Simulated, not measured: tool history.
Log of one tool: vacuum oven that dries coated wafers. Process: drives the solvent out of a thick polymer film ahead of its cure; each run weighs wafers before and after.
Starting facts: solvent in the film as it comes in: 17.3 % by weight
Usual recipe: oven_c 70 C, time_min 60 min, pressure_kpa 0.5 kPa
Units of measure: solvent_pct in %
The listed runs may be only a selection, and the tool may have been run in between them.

{"run": 1, "day": 0.0, "oven_c": 70, "time_min": 60, "pressure_kpa": 0.5, "solvent_pct": 3.51}
{"run": 2, "day": 0.562, "oven_c": 70, "time_min": 60, "pressure_kpa": 0.951, "solvent_pct": 3.59}
{"run": 3, "day": 0.962, "oven_c": 70, "time_min": 60, "pressure_kpa": 0.951, "solvent_pct": 3.64}
{"run": 4, "day": 1.408, "oven_c": 70, "time_min": 60, "pressure_kpa": 0.951, "solvent_pct": 3.63}
{"run": 5, "day": 1.954, "oven_c": 70, "time_min": 60, "pressure_kpa": 0.951, "solvent_pct": 3.62}
{"run": 6, "day": 2.421, "oven_c": 70, "time_min": 60, "pressure_kpa": 0.5, "solvent_pct": 3.53}
{"run": 7, "day": 2.867, "oven_c": 70, "time_min": 60, "pressure_kpa": 0.5, "solvent_pct": 3.44}
{"run": 8, "day": 3.292, "oven_c": 70, "time_min": 60, "pressure_kpa": 0.5, "solvent_pct": 3.46}
{"run": 9, "day": 3.542, "oven_c": 70, "time_min": 87, "pressure_kpa": 0.5, "solvent_pct": 1.95}
{"run": 10, "day": 3.779, "oven_c": 70, "time_min": 87, "pressure_kpa": 0.48, "solvent_pct": 1.89}
{"run": 11, "day": 4.325, "oven_c": 70, "time_min": 87, "pressure_kpa": 0.48, "solvent_pct": 1.94}
{"run": 12, "day": 4.754, "oven_c": 70, "time_min": 87, "pressure_kpa": 0.48, "solvent_pct": 1.95}
{"run": 13, "day": 5.325, "oven_c": 70, "time_min": 60, "pressure_kpa": 0.5, "solvent_pct": 3.54}
{"run": 14, "day": 5.733, "oven_c": 70, "time_min": 60, "pressure_kpa": 1.963, "solvent_pct": 3.87}
{"run": 15, "day": 6.275, "oven_c": 70, "time_min": 60, "pressure_kpa": 1.963, "solvent_pct": 3.94}
{"run": 16, "day": 6.562, "oven_c": 70, "time_min": 39, "pressure_kpa": 1.963, "solvent_pct": 5.91}
{"run": 17, "day": 6.962, "oven_c": 70, "time_min": 39, "pressure_kpa": 1.963, "solvent_pct": 6.05}
{"run": 18, "day": 7.354, "oven_c": 70, "time_min": 60, "pressure_kpa": 0.5, "solvent_pct": 3.5}
{"run": 19, "day": 7.662, "oven_c": 70, "time_min": 60, "pressure_kpa": 1.598, "solvent_pct": 3.88}
{"run": 20, "day": 8.062, "oven_c": 70, "time_min": 60, "pressure_kpa": 1.598, "solvent_pct": 3.86}
{"run": 21, "day": 8.421, "oven_c": 55, "time_min": 60, "pressure_kpa": 0.5, "solvent_pct": 7.92}
{"run": 22, "day": 8.896, "oven_c": 55, "time_min": 60, "pressure_kpa": 0.5, "solvent_pct": 7.91}
{"run": 23, "day": 9.375, "oven_c": 70, "time_min": 60, "pressure_kpa": 0.5, "solvent_pct": 3.46}
{"run": 24, "day": 9.867, "oven_c": 70, "time_min": 60, "pressure_kpa": 0.5, "solvent_pct": 3.51}
{"run": 25, "day": 10.104, "oven_c": 66, "time_min": 35, "pressure_kpa": 1.186, "solvent_pct": 7.5}
{"run": 26, "day": 10.504, "oven_c": 66, "time_min": 42, "pressure_kpa": 0.594, "solvent_pct": 6.39}
{"run": 27, "day": 11.008, "oven_c": 76, "time_min": 42, "pressure_kpa": 0.483, "solvent_pct": 3.54}
{"run": 28, "day": 11.442, "oven_c": 61, "time_min": 47, "pressure_kpa": 0.5, "solvent_pct": 7.36}
{"run": 29, "day": 11.796, "oven_c": 70, "time_min": 38, "pressure_kpa": 0.474, "solvent_pct": 5.73}
{"run": 30, "day": 12.146, "oven_c": 69, "time_min": 60, "pressure_kpa": 1.032, "solvent_pct": 3.95}
{"run": 31, "day": 12.558, "oven_c": 85, "time_min": 71, "pressure_kpa": 1.585, "solvent_pct": 0.65}
{"run": 32, "day": 13.004, "oven_c": 85, "time_min": 71, "pressure_kpa": 1.585, "solvent_pct": 0.63}
{"run": 33, "day": 13.562, "oven_c": 63, "time_min": 104, "pressure_kpa": 0.5, "solvent_pct": 2.86}
{"run": 34, "day": 14.133, "oven_c": 63, "time_min": 104, "pressure_kpa": 0.5, "solvent_pct": 2.87}
{"run": 35, "day": 14.688, "oven_c": 77, "time_min": 104, "pressure_kpa": 0.441, "solvent_pct": 0.46}
{"run": 36, "day": 14.938, "oven_c": 77, "time_min": 51, "pressure_kpa": 0.5, "solvent_pct": 2.49}
{"run": 37, "day": 15.483, "oven_c": 77, "time_min": 51, "pressure_kpa": 0.5, "solvent_pct": 2.44}
{"run": 38, "day": 16.0, "oven_c": 63, "time_min": 60, "pressure_kpa": 0.5, "solvent_pct": 5.56}
{"run": 39, "day": 16.279, "oven_c": 70, "time_min": 31, "pressure_kpa": 0.43, "solvent_pct": 6.82}
{"run": 40, "day": 16.596, "oven_c": 83, "time_min": 55, "pressure_kpa": 1.99, "solvent_pct": 1.41}
{"run": 41, "day": 16.962, "oven_c": 82, "time_min": 87, "pressure_kpa": 1.266, "solvent_pct": 0.54}
{"run": 42, "day": 17.479, "oven_c": 82, "time_min": 87, "pressure_kpa": 1.266, "solvent_pct": 0.57}
{"day": 17.65, "done": "oven's thermocouples calibrated"}
{"run": 43, "day": 18.083, "oven_c": 82, "time_min": 87, "pressure_kpa": 1.266, "solvent_pct": 0.55}
{"run": 44, "day": 18.475, "oven_c": 82, "time_min": 87, "pressure_kpa": 1.266, "solvent_pct": 0.56}
{"run": 45, "day": 18.912, "oven_c": 82, "time_min": 87, "pressure_kpa": 1.266, "solvent_pct": 0.54}
{"run": 46, "day": 19.396, "oven_c": 70, "time_min": 40, "pressure_kpa": 0.464, "solvent_pct": 5.55}
{"run": 47, "day": 19.712, "oven_c": 74, "time_min": 60, "pressure_kpa": 1.746, "solvent_pct": 2.84}

4 options for the next run, each taken on its own from the tool as it stands now. Forecast them:
{"run": "A", "day": 20.067, "oven_c": 70, "time_min": 60, "pressure_kpa": 0.891, "solvent_pct": "?"}
{"run": "B", "day": 20.067, "oven_c": 71, "time_min": 31, "pressure_kpa": 0.314, "solvent_pct": "?"}
{"run": "C", "day": 20.067, "oven_c": 74, "time_min": 38, "pressure_kpa": 1.746, "solvent_pct": "?"}
{"run": "D", "day": 20.067, "oven_c": 65, "time_min": 60, "pressure_kpa": 1.143, "solvent_pct": "?"}

run=A solvent_pct=3.74
run=B solvent_pct=6.5
run=C solvent_pct=5
run=D solvent_pct=5.13
The same runs, with their run-to-run variation unchanged, on a tool lacking any hidden condition would have given:
run=A solvent_pct=3.74
run=B solvent_pct=6.5
run=C solvent_pct=5
run=D solvent_pct=5.13
